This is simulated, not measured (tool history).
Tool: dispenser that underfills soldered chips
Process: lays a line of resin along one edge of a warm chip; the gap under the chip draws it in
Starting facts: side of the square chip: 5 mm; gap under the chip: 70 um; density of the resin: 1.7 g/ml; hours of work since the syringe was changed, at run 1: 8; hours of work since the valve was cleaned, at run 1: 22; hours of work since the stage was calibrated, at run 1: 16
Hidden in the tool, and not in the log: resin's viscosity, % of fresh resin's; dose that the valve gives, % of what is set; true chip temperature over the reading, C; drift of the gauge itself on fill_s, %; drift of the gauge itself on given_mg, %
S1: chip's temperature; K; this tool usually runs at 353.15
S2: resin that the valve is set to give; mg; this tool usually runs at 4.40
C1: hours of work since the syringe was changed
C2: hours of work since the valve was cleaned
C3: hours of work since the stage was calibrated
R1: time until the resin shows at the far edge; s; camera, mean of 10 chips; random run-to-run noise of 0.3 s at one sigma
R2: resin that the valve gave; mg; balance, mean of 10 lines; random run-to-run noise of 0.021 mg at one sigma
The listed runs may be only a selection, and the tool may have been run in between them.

run   hour      S1    S2  C1  C2   C3    R1    R2
  1    0.0  353.15  4.40   8  22   16   9.2  4.33
       4.9  -- new syringe of resin
  2   10.2  358.15  4.40   3  28   22   5.6  4.32
  3   21.2  358.15  4.40  10  35   29   8.8  4.30
      23.6  -- new syringe of resin
  4   27.8  353.15  4.65   3  38   33   6.0  4.51
  5   34.2  353.15  4.10   7  42   37   7.7  3.99
      42.0  -- new syringe of resin
  6   47.0  353.15  4.10   3  50   45   6.6  3.92
  7   55.7  353.15  4.10   8  55   50   9.2  3.92
      61.2  -- new syringe of resin
  8   64.7  353.15  4.40   2  61   55   5.8  4.17
  9   71.3  353.15  4.40   6  65   59   7.3  4.19
      74.2  -- dispensing valve cleaned and set on the balance
 10   78.6  341.15  4.40  10   3   63  15.3  4.36
      80.7  -- new syringe of resin
 11   87.5  341.15  3.78   4   8   69  10.2  3.77
 12   97.9  341.15  3.78  11  14   75  16.7  3.74
      98.9  -- new syringe of resin
 13  103.8  341.15  3.78   3  18   78   9.5  3.72
 14  111.0  341.15  3.78   7  22   83  13.0  3.68
     117.0  -- new syringe of resin
 15  117.6  338.15  3.78   0  26   87   8.2  3.67
 16  125.9  338.15  4.01   5  31   92  12.6  3.90
 17  133.9  338.15  4.01  10  36   97  18.3  3.89
     135.5  -- new syringe of resin
 18  141.2  338.15  4.01   4  40  101  10.7  3.86
 19  148.1  338.15  4.01   8  45  105  14.8  3.83
     153.9  -- new syringe of resin
 20  158.6  361.15  4.01   3  51  112   4.9  3.81
 21  167.1  351.15  3.72   8  56  117   9.8  3.50
     172.7  -- new syringe of resin
 22  177.9  349.15  5.31   3  63  123   6.7  5.01
     184.1  -- dispensing valve cleaned and set on the balance
 23  185.7  366.15  5.23   7   1  127   6.0  5.24
     192.5  -- new syringe of resin
 24  194.1  351.15  4.40   1   6  132   5.7  4.41
 25  201.2  351.15  4.40   5  10  137   7.8  4.36
 26  208.3  351.15  4.01  10  15  141  10.7  3.94
     210.6  -- new syringe of resin
 27  214.0  367.15  4.92   2  18  145   3.8  4.86
 28  226.6  367.15  4.92  10  26  152   6.4  4.82
     228.8  -- new syringe of resin
 29  234.0  353.15  3.90   3  30  157   6.4  3.76
 30  244.2  353.15  3.90   9  36  163  10.2  3.79
     247.3  -- new syringe of resin
 31  257.4  351.15  3.90   6  44  171   8.3  3.73
 32  264.8  356.15  4.02  11  49  175   9.9  3.85
     266.0  -- new syringe of resin
 33  274.3  364.15  3.72   5  55  181   4.8  3.53
 34  280.9  359.15  3.87   9  59  185   8.2  3.66
     284.0  -- new syringe of resin
 35  289.2  359.15  3.87   3  64  190   5.3  3.68

What if the next run were any one of these 4? Each begins from the tool's condition after run 35:
     294.4  -- dispensing valve cleaned and set on the balance
  A  299.1  346.15  4.73   9   3  195   ?   ?
     294.4  -- dispensing valve cleaned and set on the balance
  B  299.1  356.15  3.83   9   3  195   ?   ?
     294.4  -- dispensing valve cleaned and set on the balance
  C  299.1  350.15  3.94   9   3  195   ?   ?
     294.4  -- dispensing valve cleaned and set on the balance
  D  299.1  352.15  4.43   9   3  195   ?   ?

run    R1    R2
  A  12.4  4.72
  B   9.0  3.85
  C  10.2  3.93
  D   9.7  4.42
The same runs, with their run-to-run variation unchanged, on a tool lacking any hidden condition would have given:
run   R1    R2
  A  7.1  4.72
  B  4.9  3.85
  C  5.4  3.93
  D  5.3  4.42
